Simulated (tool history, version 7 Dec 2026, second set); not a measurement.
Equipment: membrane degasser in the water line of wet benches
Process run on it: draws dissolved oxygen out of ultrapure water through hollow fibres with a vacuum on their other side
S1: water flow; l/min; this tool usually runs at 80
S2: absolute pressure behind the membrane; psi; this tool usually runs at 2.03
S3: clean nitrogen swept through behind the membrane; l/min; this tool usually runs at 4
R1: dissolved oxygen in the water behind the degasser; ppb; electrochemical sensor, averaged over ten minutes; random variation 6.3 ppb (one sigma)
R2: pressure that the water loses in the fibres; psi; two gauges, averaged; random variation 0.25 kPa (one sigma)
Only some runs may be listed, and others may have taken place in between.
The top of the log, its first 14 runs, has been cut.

run,hour,S1,S2,S3,R1,R2
15,571.7,126,2.03,4,1146,15.445
16,602.1,126,2.03,4,1157.4,15.454
17,631.7,126,2.03,4,1143.3,15.515
18,682.2,70,4.31,5.14,888.6,8.633
# hour 686.5: vacuum gauge calibrated
19,707.2,70,4.31,5.14,869,8.666
20,753.3,70,4.31,5.14,905.4,8.627
21,789.1,70,4.31,5.14,892.2,8.596
22,830.4,112,2.2,9.82,750.3,13.869
23,878.9,112,2.2,9.82,722.9,13.819
24,925.1,112,2.2,9.82,726.1,13.825
25,977.5,61,1.57,5.48,285.9,7.543
# hour 1018.7: vacuum gauge calibrated, once more
26,1018.7,61,1.57,5.48,282.6,7.501
27,1069.3,80,2.41,1.65,1277.2,9.823
28,1094.6,80,2.41,1.65,1273.7,9.874
29,1120.3,89,2.12,10.43,479.4,11.005
30,1145.4,89,1.49,11.04,390.9,11
31,1184.4,89,1.49,11.04,394.2,11.081

Branching from run 31: 5 alternative next runs. What would each branch give?
A,1225.8,89,1.48,9.22,?,?
B,1225.8,51,2.03,5.64,?,?
C,1225.8,80,1.36,2.55,?,?
D,1225.8,80,1.52,4,?,?
E,1225.8,80,4.89,4,?,?

run,R1,R2
A,418.5,10.981
B,272,6.328
C,579.2,9.902
D,503.8,9.892
E,1323.6,9.883
With no hidden state in the tool, these same runs would have given:
run,R1,R2
A,394.1,10.685
B,263.8,6.158
C,559.6,9.635
D,483.9,9.625
E,1304.4,9.616
